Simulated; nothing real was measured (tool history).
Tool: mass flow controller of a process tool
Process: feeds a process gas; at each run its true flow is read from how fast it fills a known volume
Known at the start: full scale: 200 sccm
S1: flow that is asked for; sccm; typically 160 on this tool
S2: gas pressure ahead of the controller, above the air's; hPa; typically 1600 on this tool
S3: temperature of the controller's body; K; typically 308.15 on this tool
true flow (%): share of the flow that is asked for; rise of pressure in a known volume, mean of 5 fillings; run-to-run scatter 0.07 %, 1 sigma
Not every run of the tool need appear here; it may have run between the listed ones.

Run 1, hour 0.0: usual settings. Result: true flow (%) 98.35.
Run 2, hour 162.3: usual settings. Result: true flow (%) 98.27.
Run 3, hour 277.5: usual settings but S2 1580 hPa. Result: true flow (%) 98.22.
Run 4, hour 442.1: usual settings but S2 1580 hPa. Result: true flow (%) 98.28.
Run 5, hour 526.6: usual settings. Result: true flow (%) 98.25.
Run 6, hour 661.0: usual settings. Result: true flow (%) 98.17.
Run 7, hour 787.6: usual settings. Result: true flow (%) 98.08.
Run 8, hour 910.0: usual settings. Result: true flow (%) 98.16.
Run 9, hour 1076.1: usual settings. Result: true flow (%) 98.07.
Run 10, hour 1183.2: usual settings. Result: true flow (%) 98.03.
Run 11, hour 1259.0: usual settings. Result: true flow (%) 98.08.
Run 12, hour 1395.9: usual settings. Result: true flow (%) 98.12.
Run 13, hour 1555.3: usual settings. Result: true flow (%) 98.13.
Run 14, hour 1637.3: usual settings but S3 294.15 K. Result: true flow (%) 99.12.
Run 15, hour 1790.0: usual settings. Result: true flow (%) 97.98.
Run 16, hour 1885.4: usual settings. Result: true flow (%) 97.83.
Run 17, hour 2039.2: usual settings. Result: true flow (%) 97.80.
Run 18, hour 2125.3: usual settings. Result: true flow (%) 97.74.
Run 19, hour 2262.0: usual settings. Result: true flow (%) 97.86.
Run 20, hour 2395.4: usual settings. Result: true flow (%) 97.80.
Run 21, hour 2463.6: usual settings. Result: true flow (%) 97.76.
Run 22, hour 2583.6: usual settings. Result: true flow (%) 97.72.
Run 23, hour 2689.5: usual settings but S3 306.15 K. Result: true flow (%) 97.84.
Run 24, hour 2774.5: usual settings. Result: true flow (%) 97.71.
Run 25, hour 2941.1: usual settings. Result: true flow (%) 97.49.
Run 26, hour 3067.7: usual settings. Result: true flow (%) 97.63.
Run 27, hour 3210.3: usual settings but S1 154 sccm, S2 1690 hPa, S3 311.15 K. Result: true flow (%) 97.21.
Run 28, hour 3328.5: usual settings but S1 67 sccm, S2 2410 hPa, S3 304.15 K. Result: true flow (%) 96.01.
Run 29, hour 3410.2: usual settings but S2 1800 hPa, S3 311.15 K. Result: true flow (%) 97.36.
Run 30, hour 3482.3: usual settings but S1 41 sccm, S2 1810 hPa, S3 294.15 K. Result: true flow (%) 95.57.
Run 31, hour 3646.6: usual settings but S1 41 sccm, S2 1810 hPa, S3 294.15 K. Result: true flow (%) 95.66.
Run 32, hour 3804.6: usual settings but S1 172 sccm, S2 2420 hPa, S3 296.15 K. Result: true flow (%) 98.81.
Run 33, hour 3900.1: usual settings but S1 172 sccm, S2 2420 hPa, S3 296.15 K. Result: true flow (%) 98.80.
Run 34, hour 3983.0: usual settings but S1 20 sccm, S3 312.15 K. Result: true flow (%) 91.55.
Run 35, hour 4064.2: usual settings but S1 20 sccm, S3 312.15 K. Result: true flow (%) 91.43.
Run 36, hour 4223.4: usual settings but S1 20 sccm, S3 312.15 K. Result: true flow (%) 91.26.
Run 37, hour 4336.4: usual settings but S1 33 sccm, S2 2180 hPa, S3 295.15 K. Result: true flow (%) 94.58.
Run 38, hour 4487.8: usual settings but S1 25 sccm, S2 1830 hPa, S3 299.15 K. Result: true flow (%) 93.30.
Run 39, hour 4559.8: usual settings but S1 25 sccm, S2 1830 hPa, S3 299.15 K. Result: true flow (%) 93.07.
Run 40, hour 4717.7: usual settings but S1 25 sccm, S2 1830 hPa, S3 299.15 K. Result: true flow (%) 93.09.
Run 41, hour 4865.6: usual settings but S1 25 sccm, S2 1830 hPa, S3 299.15 K. Result: true flow (%) 92.91.
Run 42, hour 5009.8: usual settings but S1 22 sccm, S2 2540 hPa. Result: true flow (%) 91.62.
Run 43, hour 5162.7: usual settings but S1 168 sccm, S2 2670 hPa. Result: true flow (%) 97.55.
Run 44, hour 5237.4: usual settings but S1 40 sccm, S2 2750 hPa. Result: true flow (%) 93.66.
Run 45, hour 5312.9: usual settings but S1 40 sccm, S2 2750 hPa. Result: true flow (%) 93.59.
Run 46, hour 5412.5: usual settings but S1 40 sccm, S2 2750 hPa. Result: true flow (%) 93.66.
Run 47, hour 5488.2: usual settings but S1 178 sccm, S2 2750 hPa. Result: true flow (%) 97.60.
Run 48, hour 5560.4: usual settings but S1 178 sccm, S2 2750 hPa. Result: true flow (%) 97.77.

Some steps in true flow (%), run to run, broken into two amounts with sign: the step expected even without the hidden condition (settings, incoming material, random variation), and the rest, left for the hidden condition together with whatever gauge scatter is not in both the measured and the hidden-condition-free result:
The tool's hidden condition here consists of: flow at rest that the sensor doesn't see, % of full scale; true flow over the shown one, %; drift of the gauge itself on true_pct, %.
Run 33 -> 34: S1 172 -> 20, S2 2420 -> 1600, S3 296.15 -> 312.15. true flow (%) -7.25: hidden state -3.55, all else -3.70.
Run 42 -> 43: S1 22 -> 168, S2 2540 -> 2670. true flow (%) +5.93: hidden state +3.75, all else +2.18.
Run 46 -> 47: S1 40 -> 178. true flow (%) +3.94: hidden state +1.95, all else +1.99.
